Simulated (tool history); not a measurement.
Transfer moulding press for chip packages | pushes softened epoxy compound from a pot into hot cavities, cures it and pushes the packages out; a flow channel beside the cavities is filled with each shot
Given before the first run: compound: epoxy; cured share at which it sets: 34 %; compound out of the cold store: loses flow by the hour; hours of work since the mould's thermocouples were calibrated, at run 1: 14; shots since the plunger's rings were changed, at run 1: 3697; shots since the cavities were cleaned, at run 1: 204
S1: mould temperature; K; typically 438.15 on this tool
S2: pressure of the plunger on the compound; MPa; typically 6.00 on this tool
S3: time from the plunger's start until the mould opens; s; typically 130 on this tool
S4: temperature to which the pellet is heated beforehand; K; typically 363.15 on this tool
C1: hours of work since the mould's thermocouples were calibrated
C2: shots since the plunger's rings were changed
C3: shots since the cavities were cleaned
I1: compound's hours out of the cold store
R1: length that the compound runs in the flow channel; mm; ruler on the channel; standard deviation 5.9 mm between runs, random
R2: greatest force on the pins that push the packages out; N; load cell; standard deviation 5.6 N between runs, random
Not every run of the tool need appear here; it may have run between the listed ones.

| run | hour | S1 | S2 | S3 | S4 | C1 | C2 | C3 | I1 | R1 | R2 |
|---|---|---|---|---|---|---|---|---|---|---|---|
| 1 | 0.0 | 438.15 | 6.00 | 130 | 363.15 | 14 | 3697 | 204 | 15.6 | 741 | 255 |
| 2 | 16.4 | 438.15 | 6.00 | 130 | 363.15 | 25 | 3861 | 368 | 24.9 | 699 | 299 |
| 3 | 28.0 | 438.15 | 6.00 | 130 | 363.15 | 33 | 3977 | 484 | 42.5 | 621 | 285 |
| 4 | 46.0 | 438.15 | 5.06 | 130 | 363.15 | 45 | 4158 | 665 | 10.5 | 683 | 328 |
| 5 | 67.7 | 438.15 | 6.00 | 130 | 365.15 | 60 | 4375 | 882 | 17.5 | 717 | 340 |
|  | 80.9 | cavities cleaned with cleaning compound and waxed |
| 6 | 81.4 | 438.15 | 6.00 | 130 | 365.15 | 68 | 4498 | 5 | 36.3 | 632 | 208 |
| 7 | 102.0 | 438.15 | 6.00 | 130 | 365.15 | 82 | 4705 | 212 | 19.6 | 702 | 263 |
| 8 | 120.9 | 438.15 | 6.00 | 130 | 363.15 | 95 | 4894 | 401 | 16.5 | 728 | 292 |
| 9 | 134.4 | 438.15 | 6.00 | 130 | 361.15 | 104 | 5030 | 537 | 19.0 | 712 | 308 |
| 10 | 145.0 | 438.15 | 6.00 | 130 | 357.15 | 112 | 5136 | 643 | 25.4 | 680 | 316 |
| 11 | 154.7 | 438.15 | 6.00 | 130 | 357.15 | 118 | 5234 | 741 | 41.5 | 612 | 326 |
| 12 | 171.2 | 438.15 | 6.00 | 130 | 357.15 | 130 | 5399 | 906 | 38.1 | 614 | 331 |
|  | 183.3 | cavities cleaned with cleaning compound and waxed |
| 13 | 185.6 | 438.15 | 5.77 | 131 | 363.15 | 138 | 5529 | 24 | 45.3 | 582 | 205 |
| 14 | 200.7 | 438.15 | 4.97 | 163 | 366.15 | 149 | 5680 | 175 | 13.4 | 658 | 229 |
| 15 | 222.0 | 440.15 | 6.20 | 158 | 370.15 | 163 | 5894 | 389 | 8.1 | 748 | 247 |
| 16 | 232.8 | 436.15 | 5.45 | 150 | 360.15 | 170 | 6002 | 497 | 18.1 | 664 | 287 |
| 17 | 245.8 | 436.15 | 5.45 | 150 | 360.15 | 179 | 6132 | 627 | 38.5 | 578 | 300 |
| 18 | 262.6 | 438.15 | 6.00 | 130 | 354.15 | 191 | 6301 | 796 | 28.2 | 646 | 336 |
|  | 276.6 | plunger's sealing rings changed |
| 19 | 277.2 | 438.15 | 6.00 | 130 | 354.15 | 199 | 6 | 917 | 23.1 | 752 | 352 |
|  | 288.1 | cavities cleaned with cleaning compound and waxed |
| 20 | 293.4 | 438.15 | 6.00 | 130 | 354.15 | 209 | 154 | 53 | 23.2 | 740 | 227 |
| 21 | 307.6 | 438.15 | 6.00 | 130 | 354.15 | 219 | 296 | 195 | 26.5 | 725 | 256 |

Some steps in R1, run to run, broken into two amounts with sign: the step expected even without the hidden condition (settings, incoming material, random variation), and the rest, left for the hidden condition together with whatever gauge scatter is not in both the measured and the hidden-condition-free result:
Hidden conditions of the tool in this case: true mould temperature over the reading, C; pressure that reaches the compound, % of what is set; grip of the stained cavities, % over clean ones'; drift of the gauge itself on flow_mm, %; drift of the gauge itself on push_out_n, %.
Run 14 -> 15: S1 438.15 -> 440.15, S2 4.97 -> 6.20, S3 163 -> 158, S4 366.15 -> 370.15. R1 +90 mm: hidden state -11, all else +101.
Run 18 -> 19: plunger's sealing rings changed. R1 +106 mm: hidden state +70, all else +36.

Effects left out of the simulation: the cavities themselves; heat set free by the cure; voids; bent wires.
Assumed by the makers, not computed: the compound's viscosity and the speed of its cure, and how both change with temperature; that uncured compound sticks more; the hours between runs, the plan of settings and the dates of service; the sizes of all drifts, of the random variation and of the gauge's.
